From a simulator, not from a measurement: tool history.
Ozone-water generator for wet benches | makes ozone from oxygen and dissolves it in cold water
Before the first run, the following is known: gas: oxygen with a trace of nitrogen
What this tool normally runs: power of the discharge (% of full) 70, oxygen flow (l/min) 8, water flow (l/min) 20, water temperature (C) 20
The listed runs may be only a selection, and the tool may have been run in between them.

run,hour,power of the discharge (% of full),oxygen flow (l/min),water flow (l/min),water temperature (C),dissolved ozone (ppm),ozone in the gas ahead of the water (g/m3)
1,0,70,8,20,20,30.8,252.2
2,38.9,70,11.45,20,20,31.6,225.7
3,60.6,70,11.45,20,17,33.5,225.2
4,96.8,70,11.45,15,17,40.4,226.5
5,119.6,70,8,20,20,30.5,251.5
6,135.8,70,8,20,20,30.4,251.9
7,158.9,70,8,20,20,30.4,248.2
8,188.5,70,8,20,20,30.2,251.7
9,208.6,70,5.69,20,20,28.8,280
10,239,70,5.69,20,20,28.8,278.9
11,275.6,70,5.91,20,20,28.9,271.9
12,312.2,70,8,20,14,33.8,249.5
13,331.5,70,8,20,14,33.2,251.1
14,358,70,8,20,14,33.5,248.5
15,376,70,8,20,14,34.1,246.5
16,409.9,70,8,20,14,33.5,250.2
17,428.3,70,13.76,20,16,33.5,209.2

Predict the results of run 18:
18,463.4,70,13.76,20,16,?,?

dissolved ozone (ppm): 33.2
ozone in the gas ahead of the water (g/m3): 209.3
With the hidden condition absent and the run-to-run variation left alone, this run would have shown dissolved ozone (ppm) 36.2, ozone in the gas ahead of the water (g/m3) 217.1.
